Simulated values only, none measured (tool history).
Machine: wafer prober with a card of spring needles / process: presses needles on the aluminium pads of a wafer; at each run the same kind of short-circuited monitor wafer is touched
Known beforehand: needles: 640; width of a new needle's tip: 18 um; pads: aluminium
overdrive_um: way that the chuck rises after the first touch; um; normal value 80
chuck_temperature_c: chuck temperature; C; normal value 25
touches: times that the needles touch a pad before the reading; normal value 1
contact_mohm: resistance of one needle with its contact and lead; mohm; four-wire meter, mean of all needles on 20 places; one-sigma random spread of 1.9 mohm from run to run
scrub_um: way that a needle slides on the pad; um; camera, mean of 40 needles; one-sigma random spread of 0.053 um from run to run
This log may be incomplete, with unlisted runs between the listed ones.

run 1 hour=0.0 | overdrive_um=80 chuck_temperature_c=25 touches=1 | contact_mohm=279 scrub_um=20.79
-- hour=3.5 tips cleaned on abrasive film
-- hour=14.4 tips cleaned on abrasive film
run 2 hour=20.3 | overdrive_um=80 chuck_temperature_c=84 touches=1 | contact_mohm=279 scrub_um=20.80
-- hour=25.0 tips cleaned on abrasive film
-- hour=25.3 height of the first contact set anew
run 3 hour=34.7 | overdrive_um=75 chuck_temperature_c=84 touches=1 | contact_mohm=316 scrub_um=19.02
-- hour=37.1 tips cleaned on abrasive film
-- hour=48.9 tips cleaned on abrasive film
run 4 hour=52.5 | overdrive_um=75 chuck_temperature_c=84 touches=1 | contact_mohm=272 scrub_um=19.06
-- hour=60.0 tips cleaned on abrasive film
-- hour=70.0 tips cleaned on abrasive film
run 5 hour=72.2 | overdrive_um=75 chuck_temperature_c=84 touches=1 | contact_mohm=262 scrub_um=18.94
-- hour=80.2 tips cleaned on abrasive film
-- hour=90.1 tips cleaned on abrasive film
run 6 hour=92.2 | overdrive_um=75 chuck_temperature_c=84 touches=1 | contact_mohm=259 scrub_um=18.89
-- hour=100.7 tips cleaned on abrasive film
-- hour=111.4 tips cleaned on abrasive film
run 7 hour=115.5 | overdrive_um=75 chuck_temperature_c=84 touches=1 | contact_mohm=275 scrub_um=18.86
-- hour=122.0 tips cleaned on abrasive film
-- hour=133.5 tips cleaned on abrasive film
run 8 hour=141.9 | overdrive_um=75 chuck_temperature_c=84 touches=1 | contact_mohm=306 scrub_um=18.84
-- hour=144.3 tips cleaned on abrasive film
-- hour=154.7 tips cleaned on abrasive film
-- hour=165.9 tips cleaned on abrasive film
run 9 hour=165.9 | overdrive_um=75 chuck_temperature_c=84 touches=1 | contact_mohm=236 scrub_um=18.77
-- hour=176.9 tips cleaned on abrasive film
-- hour=184.2 height of the first contact set anew, once more
-- hour=187.5 tips cleaned on abrasive film
run 10 hour=188.9 | overdrive_um=75 chuck_temperature_c=84 touches=1 | contact_mohm=253 scrub_um=20.18
-- hour=198.9 tips cleaned on abrasive film
-- hour=209.7 tips cleaned on abrasive film
run 11 hour=212.2 | overdrive_um=84 chuck_temperature_c=84 touches=1 | contact_mohm=251 scrub_um=22.42
-- hour=221.1 tips cleaned on abrasive film
-- hour=231.6 tips cleaned on abrasive film
run 12 hour=237.0 | overdrive_um=84 chuck_temperature_c=84 touches=1 | contact_mohm=277 scrub_um=22.51
-- hour=243.2 tips cleaned on abrasive film
run 13 hour=248.8 | overdrive_um=84 chuck_temperature_c=84 touches=1 | contact_mohm=270 scrub_um=22.41
-- hour=253.8 tips cleaned on abrasive film
-- hour=264.0 tips cleaned on abrasive film
run 14 hour=265.8 | overdrive_um=84 chuck_temperature_c=84 touches=1 | contact_mohm=251 scrub_um=22.36
-- hour=274.3 tips cleaned on abrasive film
-- hour=285.4 tips cleaned on abrasive film
run 15 hour=291.8 | overdrive_um=84 chuck_temperature_c=84 touches=1 | contact_mohm=282 scrub_um=22.39
-- hour=297.5 tips cleaned on abrasive film
-- hour=309.1 tips cleaned on abrasive film
run 16 hour=314.4 | overdrive_um=84 chuck_temperature_c=84 touches=1 | contact_mohm=279 scrub_um=22.27
-- hour=319.6 tips cleaned on abrasive film
run 17 hour=326.8 | overdrive_um=93 chuck_temperature_c=84 touches=1 | contact_mohm=272 scrub_um=24.79
-- hour=330.5 tips cleaned on abrasive film
-- hour=340.4 tips cleaned on abrasive film
run 18 hour=340.4 | overdrive_um=93 chuck_temperature_c=84 touches=1 | contact_mohm=225 scrub_um=24.69
-- hour=352.6 tips cleaned on abrasive film
run 19 hour=359.3 | overdrive_um=95 chuck_temperature_c=36 touches=2 | contact_mohm=237 scrub_um=25.22
-- hour=363.0 tips cleaned on abrasive film
-- hour=374.4 tips cleaned on abrasive film
run 20 hour=382.5 | overdrive_um=95 chuck_temperature_c=36 touches=2 | contact_mohm=242 scrub_um=25.17
-- hour=386.0 tips cleaned on abrasive film
-- hour=396.4 tips cleaned on abrasive film
run 21 hour=396.5 | overdrive_um=95 chuck_temperature_c=36 touches=2 | contact_mohm=214 scrub_um=25.14
-- hour=407.7 tips cleaned on abrasive film
-- hour=418.2 tips cleaned on abrasive film
run 22 hour=422.3 | overdrive_um=96 chuck_temperature_c=25 touches=1 | contact_mohm=253 scrub_um=25.28
-- hour=428.5 tips cleaned on abrasive film
run 23 hour=436.1 | overdrive_um=87 chuck_temperature_c=84 touches=3 | contact_mohm=247 scrub_um=22.88
-- hour=438.5 tips cleaned on abrasive film
-- hour=449.3 tips cleaned on abrasive film
run 24 hour=450.4 | overdrive_um=62 chuck_temperature_c=47 touches=1 | contact_mohm=251 scrub_um=16.09
-- hour=459.3 tips cleaned on abrasive film
run 25 hour=462.0 | overdrive_um=79 chuck_temperature_c=64 touches=1 | contact_mohm=259 scrub_um=20.69
-- hour=470.1 tips cleaned on abrasive film
-- hour=481.0 tips cleaned on abrasive film
run 26 hour=481.6 | overdrive_um=69 chuck_temperature_c=47 touches=1 | contact_mohm=230 scrub_um=17.96
-- hour=491.8 tips cleaned on abrasive film
-- hour=502.3 tips cleaned on abrasive film
run 27 hour=507.9 | overdrive_um=99 chuck_temperature_c=86 touches=2 | contact_mohm=245 scrub_um=25.92
-- hour=512.6 tips cleaned on abrasive film
-- hour=523.5 tips cleaned on abrasive film
run 28 hour=528.3 | overdrive_um=66 chuck_temperature_c=43 touches=1 | contact_mohm=310 scrub_um=17.03
-- hour=534.6 tips cleaned on abrasive film
run 29 hour=540.6 | overdrive_um=66 chuck_temperature_c=95 touches=1 | contact_mohm=324 scrub_um=17.05
-- hour=545.0 tips cleaned on abrasive film
run 30 hour=552.2 | overdrive_um=77 chuck_temperature_c=125 touches=1 | contact_mohm=307 scrub_um=19.92
-- hour=555.1 tips cleaned on abrasive film
-- hour=565.4 tips cleaned on abrasive film
-- hour=567.6 height of the first contact set anew
-- hour=576.5 tips cleaned on abrasive film
run 31 hour=576.5 | overdrive_um=63 chuck_temperature_c=48 touches=2 | contact_mohm=223 scrub_um=16.91

Alternative continuations, all from the tool just after run 31; predict every row:
-- hour=587.5 tips cleaned on abrasive film
-- hour=598.1 tips cleaned on abrasive film
run A hour=601.3 | overdrive_um=63 chuck_temperature_c=120 touches=1 | contact_mohm=? scrub_um=?
-- hour=587.5 tips cleaned on abrasive film
-- hour=598.1 tips cleaned on abrasive film
run B hour=601.3 | overdrive_um=64 chuck_temperature_c=64 touches=1 | contact_mohm=? scrub_um=?
-- hour=587.5 tips cleaned on abrasive film
-- hour=598.1 tips cleaned on abrasive film
run C hour=601.3 | overdrive_um=80 chuck_temperature_c=25 touches=2 | contact_mohm=? scrub_um=?

run=A contact_mohm=297 scrub_um=16.87
run=B contact_mohm=290 scrub_um=17.09
run=C contact_mohm=238 scrub_um=21.36
Had the tool no hidden state, the same runs would have come out as:
run=A contact_mohm=233 scrub_um=16.94
run=B contact_mohm=222 scrub_um=17.16
run=C contact_mohm=209 scrub_um=21.43

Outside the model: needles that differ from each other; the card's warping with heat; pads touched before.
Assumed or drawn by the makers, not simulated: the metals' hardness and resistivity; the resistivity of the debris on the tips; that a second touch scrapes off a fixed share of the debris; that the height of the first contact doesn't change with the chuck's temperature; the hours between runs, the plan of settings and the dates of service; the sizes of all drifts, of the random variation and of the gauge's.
